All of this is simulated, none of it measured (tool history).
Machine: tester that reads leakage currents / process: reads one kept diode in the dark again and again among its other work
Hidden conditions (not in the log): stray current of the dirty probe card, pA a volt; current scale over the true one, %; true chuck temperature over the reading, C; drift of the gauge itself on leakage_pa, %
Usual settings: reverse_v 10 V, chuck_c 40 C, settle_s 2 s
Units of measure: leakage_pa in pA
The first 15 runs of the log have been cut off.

run,hour,reverse_v,chuck_c,settle_s,hours of work since the probe card was cleaned,hours of work since the tester was calibrated,hours of work since the chuck was calibrated,leakage_pa
16,2308.8,2.8,40,1.31,656,2103,270,264.67
17,2429.8,2.8,40,1.31,723,2170,337,264.26
18,2516.3,5,40,1.31,771,2218,385,338.12
19,2640.8,2,40,2,840,2287,454,229.43
20,2750.5,2,40,2,901,2348,514,228.47
21,2918.3,1.4,40,5.41,994,2441,608,195.95
22,3042.8,3,40,2,1063,2510,677,271.06
23,3168.5,10,54,1.06,1133,2580,746,1327.14
24,3318.4,10,45,1.06,1216,2663,829,674.07
25,3454.8,10,48,3.54,1291,2738,905,849.65
26,3625.7,1,56,1.39,1386,2833,1000,577.56
27,3810.3,15.8,41,3.48,1488,2935,1102,599.83
28,3934.6,3,26,1.28,1557,3004,1171,84.28
29,4016.9,6.9,26,2.7,1603,3050,1216,120.37
30,4191.8,10,33,2,1700,3147,1313,254.4
31,4382.4,16.7,43,2,1806,3252,1419,719.93
32,4571.4,16.7,43,2,1910,3357,1524,722.07
33,4674.3,10,40,1.65,1967,3414,1581,456.51
34,4784.2,10,40,1.65,2028,3475,1642,455.78
35,4920.6,10,40,1.65,2104,3551,1717,454.74
36,5021.7,10,40,1.65,2160,3607,1773,455.42
37,5187.9,10,40,1.65,2252,3699,1865,457.24
38,5315.5,10,40,1.65,2323,3770,1936,456.75
39,5448.1,10,40,1.65,2396,3843,2010,459.57
40,5614.6,19.3,57,1.22,2489,3935,2102,2194.54

Predict each of these 3 candidate next runs independently; none follows another, all start after run 40:
# hour 5711.5: chuck's temperature calibrated
A,5711.5,19.3,25,0.39,2541,3988,0,?
# hour 5711.5: chuck's temperature calibrated
B,5711.5,19.3,57,5.79,2541,3988,0,?
# hour 5711.5: chuck's temperature calibrated
C,5711.5,10,53,2,2541,3988,0,?

run,leakage_pa
A,183.7
B,2203.82
C,1233.44
What these runs would have given with no unlogged condition in the tool:
run,leakage_pa
A,183.67
B,2204.35
C,1233.74
